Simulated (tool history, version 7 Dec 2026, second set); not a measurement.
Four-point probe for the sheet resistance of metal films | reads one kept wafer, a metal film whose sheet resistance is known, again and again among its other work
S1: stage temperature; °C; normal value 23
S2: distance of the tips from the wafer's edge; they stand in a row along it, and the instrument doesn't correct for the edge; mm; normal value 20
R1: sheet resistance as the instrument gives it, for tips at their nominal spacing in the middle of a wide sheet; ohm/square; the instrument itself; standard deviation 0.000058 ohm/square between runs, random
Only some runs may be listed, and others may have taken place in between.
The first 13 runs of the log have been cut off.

run     day  S1  S2        R1
 14  27.067  23  20  0.292228
 15  29.883  26  20  0.291688
 16  31.604  23  53  0.291898
 17  33.179  23  53  0.291874
 18  34.888  21  20  0.292576
 19  36.221  29  20  0.291157
 20  38.317  23  16  0.292432
 21  39.450  23  16  0.292529
 22  41.846  23  16  0.292349
 23  43.725  23  24  0.292140
 24  45.912  24  15  0.292400
 25  48.604  24  15  0.292288
 26  49.783  28  39  0.291064
 27  50.933  33  52  0.290271
 28  53.554  33   5  0.296277
 29  56.050  22  74  0.291999
 30  58.825  22  74  0.292056
 31  61.221  25  36  0.291603
 32  62.896  25  36  0.291519

Estimate the outcome of run 33 from the log above:
 33  65.025  25  36   ?

{"run 33": {"R1": 0.291615}}
Were there no unlogged condition in the tool, this run, its random variation unchanged, would have produced R1 0.291670 ohm/square.
